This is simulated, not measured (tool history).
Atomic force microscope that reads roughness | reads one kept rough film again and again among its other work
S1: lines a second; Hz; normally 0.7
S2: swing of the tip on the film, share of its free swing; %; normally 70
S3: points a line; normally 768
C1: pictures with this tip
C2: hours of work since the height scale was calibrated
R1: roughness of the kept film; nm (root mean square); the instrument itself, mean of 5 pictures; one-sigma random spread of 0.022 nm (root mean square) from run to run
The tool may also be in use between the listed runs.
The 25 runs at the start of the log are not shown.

run	hour	S1	S2	S3	C1	C2	R1
# hour 479.4: height scale calibrated on a step standard, once more
26	494.3	1.169	90	933	93	10	4.584
27	522.5	1.041	73	768	120	28	4.876
28	536	0.568	73	768	133	36	5.006
29	553.4	1.227	80	768	150	47	4.668
# hour 555.2: new tip fitted
30	566.1	1.227	80	768	10	55	5.018
31	580.9	0.766	70	656	24	65	5.213
32	592.6	0.766	70	656	36	72	5.158
33	603.9	0.766	70	656	47	79	5.174
34	621.6	0.766	70	656	64	91	5.117
35	638.6	0.766	58	645	80	102	5.175
36	655.3	0.766	58	645	96	112	5.185
37	681.2	0.766	58	645	121	129	5.055

Predict each of these 5 candidate next runs independently; none follows another, all start after run 37:
A	695.8	0.766	84	582	135	138	?
B	695.8	0.911	55	617	135	138	?
C	695.8	1.364	79	766	135	138	?
D	695.8	0.766	62	645	135	138	?
E	695.8	0.766	58	486	135	138	?

run	R1
A	4.846
B	5.048
C	4.69
D	5.022
E	5.04
Take away the tool's hidden state, keep each run's random variation, and the runs would have read:
run	R1
A	5.143
B	5.358
C	4.977
D	5.33
E	5.349
